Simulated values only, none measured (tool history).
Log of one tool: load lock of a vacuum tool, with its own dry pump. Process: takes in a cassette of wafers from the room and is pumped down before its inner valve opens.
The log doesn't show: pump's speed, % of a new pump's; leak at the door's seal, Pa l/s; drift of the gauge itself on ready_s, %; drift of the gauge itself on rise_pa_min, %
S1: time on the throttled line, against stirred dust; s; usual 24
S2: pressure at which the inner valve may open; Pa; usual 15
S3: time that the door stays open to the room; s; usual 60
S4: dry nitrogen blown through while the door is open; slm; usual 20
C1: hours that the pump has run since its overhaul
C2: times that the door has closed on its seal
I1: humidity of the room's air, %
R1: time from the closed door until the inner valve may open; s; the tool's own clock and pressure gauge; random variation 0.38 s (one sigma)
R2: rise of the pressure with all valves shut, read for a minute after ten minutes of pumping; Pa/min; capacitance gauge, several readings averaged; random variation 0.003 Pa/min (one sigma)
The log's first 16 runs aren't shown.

run	hour	S1	S2	S3	S4	C1	C2	I1	R1	R2
17	2982.1	12	15	60	24	233	12592	47.2	28.2	0.018
18	3202.9	24	15	60	9	454	12874	44.3	39	0.033
19	3323.6	37	15	60	20	575	13029	43.7	50.3	0.023
20	3445	35	29	26	20	696	13184	43.9	47	0.02
21	3619.8	35	29	26	20	871	13407	41.2	47.3	0.016
22	3802.9	35	29	184	20	1054	13641	47.5	48	0.037
23	4006.7	28	12	60	20	1258	13902	45	43.3	0.02
24	4258.5	28	16	60	20	1510	14224	44.8	42.6	0.027
25	4414.8	46	17	26	26	1666	14424	48.1	57.8	0.02
26	4665.4	29	15	60	15	1917	14744	45.2	43.1	0.025
27	4881.1	29	15	60	15	2132	15020	46.3	43.1	0.021
28	5079.7	29	15	60	15	2331	15274	44.4	43.1	0.029
29	5237.3	29	15	60	15	2489	15476	45.7	44.1	0.026
30	5388.6	24	13	221	28	2640	15669	44.1	39.5	0.036
31	5651.7	24	13	221	28	2903	16005	46.5	38.8	0.037
32	5839.7	16	15	152	9	3091	16246	45.4	31.7	0.05
33	6097.5	16	15	152	9	3349	16575	44	31.4	0.046
34	6335.4	24	21	60	35	3587	16880	43.2	38.2	0.018
35	6578.3	24	21	60	35	3830	17190	44.5	38.3	0.023
36	6715.4	24	21	60	35	3967	17366	39.7	38.2	0.017
37	6834.5	24	15	32	20	4086	17518	43.2	38.9	0.02
38	7054.2	44	15	60	20	4306	17799	45.1	56.6	0.017

3 ways to go on from here, each from the tool as it stands after run 38. What would each give?
A	7167.4	44	15	191	20	4419	17943	45.6	?	?
B	7167.4	44	10	60	20	4419	17943	45.1	?	?
C	7167.4	24	15	28	5	4419	17943	45.3	?	?

run	R1	R2
A	57.1	0.035
B	57.9	0.021
C	39.1	0.031
Without the tool's hidden state the same runs would have given:
run	R1	R2
A	57.1	0.034
B	57.8	0.021
C	39.1	0.03
